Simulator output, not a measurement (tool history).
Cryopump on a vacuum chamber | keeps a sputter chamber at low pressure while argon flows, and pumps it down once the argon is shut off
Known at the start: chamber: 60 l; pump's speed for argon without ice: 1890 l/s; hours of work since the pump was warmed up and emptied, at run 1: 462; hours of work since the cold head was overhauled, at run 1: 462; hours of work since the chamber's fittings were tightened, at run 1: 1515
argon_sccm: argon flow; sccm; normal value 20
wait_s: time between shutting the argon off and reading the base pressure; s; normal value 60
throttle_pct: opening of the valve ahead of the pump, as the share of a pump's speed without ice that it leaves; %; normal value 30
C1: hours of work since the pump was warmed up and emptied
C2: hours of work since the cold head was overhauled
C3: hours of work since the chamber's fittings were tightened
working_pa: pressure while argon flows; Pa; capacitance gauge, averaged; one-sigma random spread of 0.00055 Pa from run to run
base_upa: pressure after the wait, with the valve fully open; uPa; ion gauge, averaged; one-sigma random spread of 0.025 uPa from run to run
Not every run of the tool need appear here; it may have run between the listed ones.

run 1 hour=0.0 | argon_sccm=20 wait_s=60 throttle_pct=30 | C1=462 C2=462 C3=1515 | working_pa=0.0619 base_upa=1.51
run 2 hour=21.5 | argon_sccm=20 wait_s=60 throttle_pct=30 | C1=472 C2=472 C3=1526 | working_pa=0.0615 base_upa=1.57
run 3 hour=53.7 | argon_sccm=10 wait_s=60 throttle_pct=30 | C1=487 C2=487 C3=1541 | working_pa=0.0304 base_upa=1.58
run 4 hour=81.3 | argon_sccm=20 wait_s=60 throttle_pct=30 | C1=500 C2=500 C3=1554 | working_pa=0.0608 base_upa=1.56
run 5 hour=100.8 | argon_sccm=20 wait_s=60 throttle_pct=30 | C1=509 C2=509 C3=1563 | working_pa=0.0608 base_upa=1.61
run 6 hour=119.3 | argon_sccm=20 wait_s=60 throttle_pct=30 | C1=518 C2=518 C3=1572 | working_pa=0.0616 base_upa=1.53
run 7 hour=146.1 | argon_sccm=20 wait_s=60 throttle_pct=30 | C1=530 C2=530 C3=1584 | working_pa=0.0615 base_upa=1.58
run 8 hour=162.8 | argon_sccm=20 wait_s=60 throttle_pct=30 | C1=538 C2=538 C3=1592 | working_pa=0.0614 base_upa=1.60
run 9 hour=184.8 | argon_sccm=20 wait_s=60 throttle_pct=30 | C1=549 C2=549 C3=1603 | working_pa=0.0610 base_upa=1.59
run 10 hour=198.3 | argon_sccm=20 wait_s=60 throttle_pct=30 | C1=555 C2=555 C3=1609 | working_pa=0.0614 base_upa=1.62
run 11 hour=217.7 | argon_sccm=35 wait_s=60 throttle_pct=30 | C1=564 C2=564 C3=1618 | working_pa=0.1074 base_upa=1.61
run 12 hour=241.7 | argon_sccm=35 wait_s=60 throttle_pct=30 | C1=576 C2=576 C3=1629 | working_pa=0.1077 base_upa=1.65
run 13 hour=263.5 | argon_sccm=20 wait_s=60 throttle_pct=30 | C1=586 C2=586 C3=1640 | working_pa=0.0616 base_upa=1.63
run 14 hour=284.6 | argon_sccm=15 wait_s=60 throttle_pct=30 | C1=596 C2=596 C3=1650 | working_pa=0.0459 base_upa=1.59
run 15 hour=307.6 | argon_sccm=20 wait_s=60 throttle_pct=15 | C1=607 C2=607 C3=1660 | working_pa=0.1213 base_upa=1.64
run 16 hour=340.9 | argon_sccm=20 wait_s=60 throttle_pct=15 | C1=622 C2=622 C3=1676 | working_pa=0.1216 base_upa=1.63
run 17 hour=356.7 | argon_sccm=20 wait_s=60 throttle_pct=15 | C1=630 C2=630 C3=1684 | working_pa=0.1213 base_upa=1.65
run 18 hour=370.5 | argon_sccm=20 wait_s=60 throttle_pct=15 | C1=636 C2=636 C3=1690 | working_pa=0.1214 base_upa=1.72
run 19 hour=403.4 | argon_sccm=16 wait_s=24 throttle_pct=30 | C1=652 C2=652 C3=1706 | working_pa=0.0489 base_upa=2.88
run 20 hour=422.8 | argon_sccm=27 wait_s=60 throttle_pct=30 | C1=661 C2=661 C3=1715 | working_pa=0.0838 base_upa=1.66
run 21 hour=445.8 | argon_sccm=26 wait_s=22 throttle_pct=15 | C1=672 C2=672 C3=1726 | working_pa=0.1592 base_upa=3.09
run 22 hour=464.7 | argon_sccm=20 wait_s=60 throttle_pct=34 | C1=681 C2=681 C3=1735 | working_pa=0.0554 base_upa=1.65
run 23 hour=482.9 | argon_sccm=30 wait_s=60 throttle_pct=56 | C1=689 C2=689 C3=1743 | working_pa=0.0518 base_upa=1.68
run 24 hour=507.0 | argon_sccm=11 wait_s=60 throttle_pct=56 | C1=701 C2=701 C3=1755 | working_pa=0.0178 base_upa=1.63
run 25 hour=538.3 | argon_sccm=15 wait_s=45 throttle_pct=24 | C1=715 C2=715 C3=1769 | working_pa=0.0585 base_upa=2.00
run 26 hour=566.2 | argon_sccm=31 wait_s=24 throttle_pct=16 | C1=729 C2=729 C3=1782 | working_pa=0.1758 base_upa=2.89
run 27 hour=581.2 | argon_sccm=20 wait_s=60 throttle_pct=59 | C1=736 C2=736 C3=1790 | working_pa=0.0333 base_upa=1.72
run 28 hour=610.7 | argon_sccm=18 wait_s=37 throttle_pct=50 | C1=750 C2=750 C3=1803 | working_pa=0.0338 base_upa=2.21
run 29 hour=633.9 | argon_sccm=9 wait_s=60 throttle_pct=36 | C1=761 C2=761 C3=1814 | working_pa=0.0231 base_upa=1.72
run 30 hour=667.4 | argon_sccm=12 wait_s=70 throttle_pct=22 | C1=776 C2=776 C3=1830 | working_pa=0.0506 base_upa=1.59
run 31 hour=700.1 | argon_sccm=13 wait_s=26 throttle_pct=30 | C1=792 C2=792 C3=1846 | working_pa=0.0418 base_upa=2.74
run 32 hour=733.2 | argon_sccm=13 wait_s=26 throttle_pct=30 | C1=807 C2=807 C3=1861 | working_pa=0.0394 base_upa=2.77
run 33 hour=754.9 | argon_sccm=13 wait_s=26 throttle_pct=30 | C1=818 C2=818 C3=1871 | working_pa=0.0399 base_upa=2.81

Same runs, no hidden state in the tool, same run-to-run variation:
Hidden state present: pump's speed, % of a pump's without ice; cold plate's temperature, K; leak into the chamber, uPa l/s; drift of the gauge itself on working_pa, %; drift of the gauge itself on base_upa, %.
run=1 working_pa=0.0603 base_upa=0.92
run=2 working_pa=0.0599 base_upa=0.98
run=3 working_pa=0.0296 base_upa=0.97
run=4 working_pa=0.0591 base_upa=0.96
run=5 working_pa=0.0591 base_upa=0.99
run=6 working_pa=0.0598 base_upa=0.92
run=7 working_pa=0.0597 base_upa=0.94
run=8 working_pa=0.0595 base_upa=0.97
run=9 working_pa=0.0591 base_upa=0.96
run=10 working_pa=0.0595 base_upa=0.98
run=11 working_pa=0.1040 base_upa=0.97
run=12 working_pa=0.1043 base_upa=1.00
run=13 working_pa=0.0596 base_upa=0.97
run=14 working_pa=0.0443 base_upa=0.95
run=15 working_pa=0.1193 base_upa=0.96
run=16 working_pa=0.1194 base_upa=0.96
run=17 working_pa=0.1191 base_upa=0.98
run=18 working_pa=0.1192 base_upa=1.02
run=19 working_pa=0.0471 base_upa=2.18
run=20 working_pa=0.0808 base_upa=0.95
run=21 working_pa=0.1562 base_upa=2.38
run=22 working_pa=0.0531 base_upa=0.96
run=23 working_pa=0.0482 base_upa=0.97
run=24 working_pa=0.0165 base_upa=0.93
run=25 working_pa=0.0567 base_upa=1.27
run=26 working_pa=0.1719 base_upa=2.16
run=27 working_pa=0.0307 base_upa=0.97
run=28 working_pa=0.0315 base_upa=1.47
run=29 working_pa=0.0219 base_upa=0.96
run=30 working_pa=0.0491 base_upa=0.84
run=31 working_pa=0.0401 base_upa=1.99
run=32 working_pa=0.0376 base_upa=2.00
run=33 working_pa=0.0381 base_upa=2.02
